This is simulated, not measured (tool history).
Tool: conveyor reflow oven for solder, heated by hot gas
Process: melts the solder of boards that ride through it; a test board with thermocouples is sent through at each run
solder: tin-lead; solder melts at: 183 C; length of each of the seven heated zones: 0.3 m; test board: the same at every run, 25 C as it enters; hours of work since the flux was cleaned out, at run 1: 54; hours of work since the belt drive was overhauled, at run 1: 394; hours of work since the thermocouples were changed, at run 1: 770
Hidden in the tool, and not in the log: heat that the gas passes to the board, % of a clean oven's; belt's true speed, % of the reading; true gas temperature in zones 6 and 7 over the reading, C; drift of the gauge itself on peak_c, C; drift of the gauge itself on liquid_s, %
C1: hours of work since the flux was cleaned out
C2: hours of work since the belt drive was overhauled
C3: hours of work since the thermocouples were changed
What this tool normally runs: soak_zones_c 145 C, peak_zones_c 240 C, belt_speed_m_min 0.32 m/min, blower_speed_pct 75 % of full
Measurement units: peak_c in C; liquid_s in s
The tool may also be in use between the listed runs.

run 1 hour=0 | soak_zones_c=145 peak_zones_c=240 belt_speed_m_min=0.32 blower_speed_pct=75 | C1=54 C2=394 C3=770 | peak_c=226.4 liquid_s=97.5
run 2 hour=44.5 | soak_zones_c=145 peak_zones_c=240 belt_speed_m_min=0.32 blower_speed_pct=75 | C1=75 C2=415 C3=791 | peak_c=226 liquid_s=97.4
run 3 hour=66 | soak_zones_c=145 peak_zones_c=240 belt_speed_m_min=0.32 blower_speed_pct=75 | C1=85 C2=425 C3=801 | peak_c=226.7 liquid_s=97.6
run 4 hour=90.7 | soak_zones_c=145 peak_zones_c=240 belt_speed_m_min=0.32 blower_speed_pct=75 | C1=97 C2=437 C3=813 | peak_c=226.4 liquid_s=97.2
run 5 hour=116.9 | soak_zones_c=145 peak_zones_c=240 belt_speed_m_min=0.32 blower_speed_pct=75 | C1=109 C2=449 C3=825 | peak_c=226.5 liquid_s=97.5
run 6 hour=151.3 | soak_zones_c=145 peak_zones_c=240 belt_speed_m_min=0.32 blower_speed_pct=75 | C1=125 C2=465 C3=841 | peak_c=226.2 liquid_s=97.5
run 7 hour=188.4 | soak_zones_c=145 peak_zones_c=240 belt_speed_m_min=0.32 blower_speed_pct=75 | C1=143 C2=483 C3=859 | peak_c=226.6 liquid_s=97.4
run 8 hour=224.2 | soak_zones_c=145 peak_zones_c=228 belt_speed_m_min=0.32 blower_speed_pct=75 | C1=160 C2=500 C3=875 | peak_c=215.4 liquid_s=87.4
run 9 hour=267.1 | soak_zones_c=145 peak_zones_c=228 belt_speed_m_min=0.32 blower_speed_pct=75 | C1=180 C2=520 C3=896 | peak_c=215.4 liquid_s=87.3
run 10 hour=314.5 | soak_zones_c=145 peak_zones_c=228 belt_speed_m_min=0.32 blower_speed_pct=75 | C1=202 C2=542 C3=918 | peak_c=215.7 liquid_s=87.5
run 11 hour=357.5 | soak_zones_c=145 peak_zones_c=228 belt_speed_m_min=0.32 blower_speed_pct=52 | C1=222 C2=562 C3=938 | peak_c=209.2 liquid_s=75.7
run 12 hour=386.4 | soak_zones_c=145 peak_zones_c=228 belt_speed_m_min=0.32 blower_speed_pct=52 | C1=236 C2=576 C3=952 | peak_c=209.1 liquid_s=75.5
-- hour=407.7 flux residue cleaned out of gas plates and filters
run 13 hour=437.9 | soak_zones_c=145 peak_zones_c=240 belt_speed_m_min=0.32 blower_speed_pct=75 | C1=14 C2=598 C3=974 | peak_c=226.5 liquid_s=97.8
run 14 hour=486.9 | soak_zones_c=145 peak_zones_c=240 belt_speed_m_min=0.284 blower_speed_pct=75 | C1=37 C2=621 C3=997 | peak_c=229.3 liquid_s=113.6
run 15 hour=509.1 | soak_zones_c=145 peak_zones_c=240 belt_speed_m_min=0.32 blower_speed_pct=72 | C1=48 C2=631 C3=1007 | peak_c=225.4 liquid_s=96.4
run 16 hour=540.3 | soak_zones_c=157 peak_zones_c=243 belt_speed_m_min=0.375 blower_speed_pct=51 | C1=62 C2=646 C3=1022 | peak_c=217.7 liquid_s=79.9
run 17 hour=566.1 | soak_zones_c=153 peak_zones_c=246 belt_speed_m_min=0.326 blower_speed_pct=58 | C1=74 C2=658 C3=1034 | peak_c=227.3 liquid_s=100.5
run 18 hour=592.7 | soak_zones_c=155 peak_zones_c=240 belt_speed_m_min=0.32 blower_speed_pct=57 | C1=87 C2=671 C3=1047 | peak_c=223 liquid_s=99.8
run 19 hour=614.8 | soak_zones_c=145 peak_zones_c=240 belt_speed_m_min=0.32 blower_speed_pct=71 | C1=97 C2=681 C3=1057 | peak_c=225.6 liquid_s=96.3
-- hour=646.7 thermocouples of zones 6 and 7 changed
run 20 hour=647.8 | soak_zones_c=145 peak_zones_c=235 belt_speed_m_min=0.32 blower_speed_pct=51 | C1=112 C2=696 C3=1 | peak_c=213.9 liquid_s=83.1
-- hour=668.1 belt drive overhauled, speed set with a stopwatch
run 21 hour=698.5 | soak_zones_c=145 peak_zones_c=237 belt_speed_m_min=0.32 blower_speed_pct=75 | C1=134 C2=14 C3=23 | peak_c=223.7 liquid_s=95.5

Run 22 is up next; what results do you expect?
run 22 hour=743.9 | soak_zones_c=145 peak_zones_c=237 belt_speed_m_min=0.32 blower_speed_pct=75 | C1=155 C2=36 C3=44 | peak_c=? liquid_s=?

For run 22 the tool returned peak_c 223.8 C, liquid_s 95.2 s.
Were there no unlogged condition in the tool, this run, its random variation unchanged, would have produced peak_c 223.8 C, liquid_s 95.2 s.
